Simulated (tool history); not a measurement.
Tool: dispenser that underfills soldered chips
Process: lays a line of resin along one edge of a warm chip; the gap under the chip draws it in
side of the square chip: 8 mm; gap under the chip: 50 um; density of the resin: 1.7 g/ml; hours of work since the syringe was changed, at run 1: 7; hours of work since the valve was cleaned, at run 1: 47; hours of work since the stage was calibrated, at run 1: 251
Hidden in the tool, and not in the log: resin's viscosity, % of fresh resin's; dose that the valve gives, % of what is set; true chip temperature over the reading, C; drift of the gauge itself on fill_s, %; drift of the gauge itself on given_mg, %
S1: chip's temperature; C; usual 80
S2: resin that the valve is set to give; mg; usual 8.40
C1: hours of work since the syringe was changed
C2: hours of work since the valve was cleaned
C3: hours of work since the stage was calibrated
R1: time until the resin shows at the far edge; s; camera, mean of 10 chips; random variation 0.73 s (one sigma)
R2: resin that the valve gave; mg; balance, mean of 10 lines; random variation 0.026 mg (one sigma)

run	hour	S1	S2	C1	C2	C3	R1	R2
1	0.0	80	8.40	7	47	251	94.2	8.26
2	5.1	80	8.40	10	50	254	112.6	8.22
# hour 7.0: new syringe of resin
3	10.1	80	8.40	2	53	257	69.2	8.23
4	18.8	80	8.40	7	59	263	97.8	8.18
# hour 24.5: new syringe of resin
5	27.2	80	8.40	2	64	268	71.3	8.20
6	33.6	80	7.46	6	68	272	91.8	7.25
7	37.8	75	9.44	8	70	274	136.0	9.15
# hour 42.1: new syringe of resin
8	45.8	82	10.10	2	75	279	64.3	9.79
9	53.8	82	10.66	7	80	284	86.7	10.32
# hour 59.8: new syringe of resin
10	62.0	81	8.06	1	85	289	66.6	7.79
11	69.3	68	9.95	6	90	294	163.7	9.59
12	75.2	80	10.54	10	94	298	107.8	10.16

Some steps in R1 between neighbouring runs. How much of each would the tool show without its hidden state too (settings, what came in, random variation), and how much is left for the hidden state, with any gauge scatter that isn't in both results?
Run 7 -> 8: S1 75 -> 82, S2 9.44 -> 10.10, new syringe of resin. R1 -71.7 s: hidden state -44.5, all else -27.2.
Run 10 -> 11: S1 81 -> 68, S2 8.06 -> 9.95. R1 +97.1 s: hidden state +39.2, all else +57.9.

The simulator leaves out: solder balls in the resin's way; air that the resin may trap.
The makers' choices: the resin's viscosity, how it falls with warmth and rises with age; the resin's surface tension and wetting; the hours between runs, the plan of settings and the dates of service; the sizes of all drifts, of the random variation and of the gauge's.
